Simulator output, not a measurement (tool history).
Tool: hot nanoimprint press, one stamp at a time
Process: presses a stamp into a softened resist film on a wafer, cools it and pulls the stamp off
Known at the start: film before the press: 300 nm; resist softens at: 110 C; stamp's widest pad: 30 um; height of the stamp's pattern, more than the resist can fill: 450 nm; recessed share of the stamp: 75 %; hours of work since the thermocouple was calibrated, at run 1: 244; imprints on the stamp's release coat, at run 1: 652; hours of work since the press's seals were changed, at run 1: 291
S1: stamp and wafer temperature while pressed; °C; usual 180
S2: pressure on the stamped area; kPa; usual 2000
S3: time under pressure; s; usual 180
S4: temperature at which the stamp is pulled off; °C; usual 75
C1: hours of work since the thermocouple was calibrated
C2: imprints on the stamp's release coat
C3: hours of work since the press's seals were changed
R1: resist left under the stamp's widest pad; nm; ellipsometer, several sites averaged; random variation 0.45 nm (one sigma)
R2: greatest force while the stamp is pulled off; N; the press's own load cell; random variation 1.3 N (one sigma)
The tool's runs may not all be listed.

Run 1, hour 0: usual settings; C1 244; C2 652; C3 291. Result: R1 123.6 nm, R2 162 N.
Run 2, hour 27.3: usual settings; C1 264; C2 734; C3 310. Result: R1 123.9 nm, R2 158 N.
At hour 58: stamp cleaned and given a new release coat.
Run 3, hour 68.9: usual settings; C1 288; C2 33; C3 335. Result: R1 124 nm, R2 157 N.
Run 4, hour 107.7: usual settings but S3 307 s; C1 316; C2 150; C3 362. Result: R1 99.1 nm, R2 158 N.
Run 5, hour 130: usual settings but S3 307 s; C1 331; C2 217; C3 377. Result: R1 99.8 nm, R2 158 N.
At hour 144.8: plate thermocouple calibrated.
Run 6, hour 157.3: usual settings but S3 307 s; C1 9; C2 290; C3 394. Result: R1 99.4 nm, R2 158 N.
Run 7, hour 182.2: usual settings but S2 2300 kPa; C1 26; C2 365; C3 412. Result: R1 115.2 nm, R2 160 N.
Run 8, hour 221.1: usual settings but S1 173 °C, S2 2300 kPa; C1 53; C2 483; C3 439. Result: R1 152.9 nm, R2 160 N.
Run 9, hour 274.1: usual settings but S1 173 °C, S2 2300 kPa; C1 90; C2 642; C3 476. Result: R1 154 nm, R2 158 N.
Run 10, hour 314.5: usual settings but S4 68 °C; C1 119; C2 764; C3 504. Result: R1 124.5 nm, R2 166 N.
At hour 336: stamp cleaned and given a new release coat.
Run 11, hour 367.6: usual settings but S3 340 s, S4 68 °C; C1 151; C2 95; C3 537. Result: R1 95 nm, R2 165 N.
At hour 420.3: press's hydraulic seals changed and the load cell set to zero.
Run 12, hour 421.5: usual settings but S1 177 °C; C1 183; C2 234; C3 1. Result: R1 139.4 nm, R2 157 N.
Run 13, hour 467.4: usual settings but S3 224 s; C1 216; C2 372; C3 33. Result: R1 113.8 nm, R2 158 N.
Run 14, hour 511.9: usual settings but S2 2450 kPa, S3 160 s, S4 63 °C; C1 247; C2 506; C3 64. Result: R1 119.6 nm, R2 169 N.
Run 15, hour 544.6: usual settings but S1 173 °C, S2 2770 kPa, S3 173 s; C1 269; C2 604; C3 87. Result: R1 146 nm, R2 158 N.
Run 16, hour 577: usual settings but S2 1720 kPa, S4 77 °C; C1 292; C2 702; C3 109. Result: R1 133.5 nm, R2 156 N.
At hour 619.9: stamp cleaned and given a new release coat.
Run 17, hour 621.7: usual settings but S1 172 °C, S2 1730 kPa, S3 131 s, S4 64 °C; C1 319; C2 6; C3 136. Result: R1 197.7 nm, R2 170 N.
At hour 653.3: plate thermocouple calibrated.
Run 18, hour 653.3: usual settings but S1 184 °C, S3 116 s; C1 0; C2 92; C3 156. Result: R1 128.3 nm, R2 156 N.
Run 19, hour 691.9: usual settings but S1 184 °C, S2 1730 kPa, S3 210 s; C1 27; C2 208; C3 183. Result: R1 108 nm, R2 159 N.
Run 20, hour 716.3: usual settings but S1 176 °C; C1 44; C2 282; C3 200. Result: R1 147.1 nm, R2 157 N.
Run 21, hour 740.7: usual settings but S1 176 °C, S4 70 °C; C1 61; C2 356; C3 218. Result: R1 146.9 nm, R2 162 N.
Run 22, hour 794.3: usual settings but S3 166 s; C1 99; C2 517; C3 255. Result: R1 129.6 nm, R2 157 N.
Run 23, hour 829.9: usual settings but S3 166 s; C1 123; C2 624; C3 280. Result: R1 129.4 nm, R2 158 N.
Run 24, hour 878.7: usual settings but S3 166 s; C1 158; C2 771; C3 314. Result: R1 130.2 nm, R2 156 N.

Forecast each of these 5 alternatives for the next run:
At hour 896.6: stamp cleaned and given a new release coat.
Run A, hour 932.1: usual settings but S1 177 °C, S2 2880 kPa, S3 166 s, S4 69 °C; C1 191; C2 107; C3 347. Result: R1 ?, R2 ?.
At hour 896.6: stamp cleaned and given a new release coat.
Run B, hour 932.1: usual settings but S1 174 °C, S2 1250 kPa, S3 342 s; C1 191; C2 107; C3 347. Result: R1 ?, R2 ?.
At hour 896.6: stamp cleaned and given a new release coat.
Run C, hour 932.1: usual settings but S1 176 °C, S2 2810 kPa, S4 68 °C; C1 191; C2 107; C3 347. Result: R1 ?, R2 ?.
At hour 896.6: stamp cleaned and given a new release coat.
Run D, hour 932.1: usual settings but S1 181 °C, S2 3000 kPa, S3 166 s, S4 70 °C; C1 191; C2 107; C3 347. Result: R1 ?, R2 ?.
At hour 896.6: stamp cleaned and given a new release coat.
Run E, hour 932.1: usual settings but S2 1220 kPa, S3 103 s, S4 81 °C; C1 191; C2 107; C3 347. Result: R1 ?, R2 ?.

run     R1   R2
  A  123.9  165
  B  154.1  156
  C  127.1  166
  D  103.7  161
  E  188.1  149
Without the tool's hidden state the same runs would have given:
run     R1   R2
  A  121.1  165
  B  150.6  156
  C  124.2  166
  D  101.4  161
  E    184  149
